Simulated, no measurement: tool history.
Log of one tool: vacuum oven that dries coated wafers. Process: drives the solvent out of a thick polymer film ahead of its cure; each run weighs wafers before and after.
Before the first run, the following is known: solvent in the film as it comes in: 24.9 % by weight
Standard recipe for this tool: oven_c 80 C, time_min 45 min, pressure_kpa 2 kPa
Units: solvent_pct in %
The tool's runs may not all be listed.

Run 1, hour 0: usual settings. Result: solvent_pct 1.71 %.
Run 2, hour 25.7: usual settings. Result: solvent_pct 1.73 %.
Run 3, hour 39.9: usual settings. Result: solvent_pct 1.71 %.
Run 4, hour 62: usual settings but pressure_kpa 1.24 kPa. Result: solvent_pct 1.43 %.
Run 5, hour 78.9: usual settings but pressure_kpa 1.24 kPa. Result: solvent_pct 1.42 %.
Run 6, hour 97.4: usual settings but time_min 54 min. Result: solvent_pct 1.36 %.
Run 7, hour 125.1: usual settings. Result: solvent_pct 1.73 %.
Run 8, hour 144.3: usual settings. Result: solvent_pct 1.74 %.
Run 9, hour 169.6: usual settings. Result: solvent_pct 1.72 %.
Run 10, hour 201.3: usual settings. Result: solvent_pct 1.74 %.
Run 11, hour 231.2: usual settings but time_min 28 min. Result: solvent_pct 3.6 %.
Run 12, hour 256.9: usual settings but pressure_kpa 1.48 kPa. Result: solvent_pct 1.52 %.
Run 13, hour 285.3: usual settings. Result: solvent_pct 1.77 %.
Run 14, hour 310.9: usual settings. Result: solvent_pct 1.7 %.
Run 15, hour 333.6: usual settings. Result: solvent_pct 1.74 %.
Run 16, hour 361.8: usual settings. Result: solvent_pct 1.76 %.
Run 17, hour 391.5: usual settings. Result: solvent_pct 1.7 %.
Run 18, hour 422.5: usual settings but time_min 61 min. Result: solvent_pct 1.22 %.
Run 19, hour 441.6: usual settings. Result: solvent_pct 1.72 %.
Run 20, hour 472.6: usual settings but time_min 38 min. Result: solvent_pct 2.26 %.
Run 21, hour 491.8: usual settings. Result: solvent_pct 1.72 %.
Run 22, hour 510: usual settings. Result: solvent_pct 1.72 %.
Run 23, hour 541.5: usual settings but time_min 56 min. Result: solvent_pct 1.3 %.
Run 24, hour 566.3: usual settings but time_min 56 min. Result: solvent_pct 1.27 %.
Run 25, hour 587: usual settings but oven_c 81 C, time_min 31 min, pressure_kpa 2.44 kPa. Result: solvent_pct 2.96 %.
Run 26, hour 614.7: usual settings but oven_c 81 C, time_min 31 min, pressure_kpa 2.44 kPa. Result: solvent_pct 2.91 %.
Run 27, hour 631.5: usual settings but time_min 23 min, pressure_kpa 2.86 kPa. Result: solvent_pct 5.1 %.
Run 28, hour 659.2: usual settings but oven_c 84 C, time_min 39 min, pressure_kpa 1.68 kPa. Result: solvent_pct 1.23 %.
Run 29, hour 684.1: usual settings but oven_c 91 C, time_min 42 min, pressure_kpa 4.79 kPa. Result: solvent_pct 1.51 %.
Run 30, hour 712.8: usual settings but oven_c 93 C. Result: solvent_pct 0.59 %.
Run 31, hour 741.9: usual settings but oven_c 93 C, pressure_kpa 4.18 kPa. Result: solvent_pct 1.18 %.
Run 32, hour 758.6: usual settings but oven_c 82 C, time_min 67 min, pressure_kpa 3.09 kPa. Result: solvent_pct 1.41 %.
Run 33, hour 776.9: usual settings but oven_c 94 C, time_min 74 min, pressure_kpa 1.63 kPa. Result: solvent_pct 0.46 %.
Run 34, hour 799.4: usual settings but oven_c 92 C, time_min 72 min, pressure_kpa 1.49 kPa. Result: solvent_pct 0.41 %.
Run 35, hour 814: usual settings but oven_c 92 C, time_min 74 min, pressure_kpa 1.49 kPa. Result: solvent_pct 0.45 %.
Run 36, hour 833.4: usual settings but oven_c 92 C, time_min 74 min, pressure_kpa 1.49 kPa. Result: solvent_pct 0.41 %.
Run 37, hour 854.6: usual settings but oven_c 68 C, time_min 74 min, pressure_kpa 1.49 kPa. Result: solvent_pct 2.89 %.
Run 38, hour 886.3: usual settings but oven_c 88 C, pressure_kpa 4.27 kPa. Result: solvent_pct 1.54 %.
Run 39, hour 911.6: usual settings but oven_c 94 C, time_min 75 min, pressure_kpa 1.91 kPa. Result: solvent_pct 0.51 %.
Run 40, hour 933.9: usual settings but oven_c 94 C, time_min 75 min, pressure_kpa 1.91 kPa. Result: solvent_pct 0.53 %.
At hour 952.8: oven's thermocouples calibrated.
Run 41, hour 954.7: usual settings but oven_c 72 C, time_min 46 min, pressure_kpa 6.95 kPa. Result: solvent_pct 6.83 %.
Run 42, hour 986.5: usual settings but oven_c 91 C, pressure_kpa 2.2 kPa. Result: solvent_pct 0.72 %.
Run 43, hour 1007.9: usual settings but time_min 44 min. Result: solvent_pct 1.81 %.
Run 44, hour 1035.4: usual settings but oven_c 87 C, time_min 25 min, pressure_kpa 6.26 kPa. Result: solvent_pct 3.42 %.
Run 45, hour 1063.4: usual settings but oven_c 87 C, time_min 25 min, pressure_kpa 6.26 kPa. Result: solvent_pct 3.44 %.
Run 46, hour 1086.3: usual settings but oven_c 87 C, time_min 25 min, pressure_kpa 6.26 kPa. Result: solvent_pct 3.4 %.
Run 47, hour 1114.8: usual settings but oven_c 87 C, time_min 25 min, pressure_kpa 6.26 kPa. Result: solvent_pct 3.39 %.

Here are 4 independent what-if runs from the current tool condition. What would each one return?
Run A, hour 1138: usual settings but oven_c 87 C, time_min 57 min, pressure_kpa 6.26 kPa. Result: solvent_pct ?.
Run B, hour 1138: usual settings but oven_c 75 C, pressure_kpa 1.3 kPa. Result: solvent_pct ?.
Run C, hour 1138: usual settings but oven_c 66 C, time_min 27 min, pressure_kpa 2.48 kPa. Result: solvent_pct ?.
Run D, hour 1138: usual settings but oven_c 70 C, time_min 38 min, pressure_kpa 5.27 kPa. Result: solvent_pct ?.

run  solvent_pct
  A         2.22
  B         2.69
  C        10.71
  D         7.91
Take away the tool's hidden state, keep each run's random variation, and the runs would have read:
run  solvent_pct
  A         2.21
  B         2.69
  C         10.7
  D         7.91

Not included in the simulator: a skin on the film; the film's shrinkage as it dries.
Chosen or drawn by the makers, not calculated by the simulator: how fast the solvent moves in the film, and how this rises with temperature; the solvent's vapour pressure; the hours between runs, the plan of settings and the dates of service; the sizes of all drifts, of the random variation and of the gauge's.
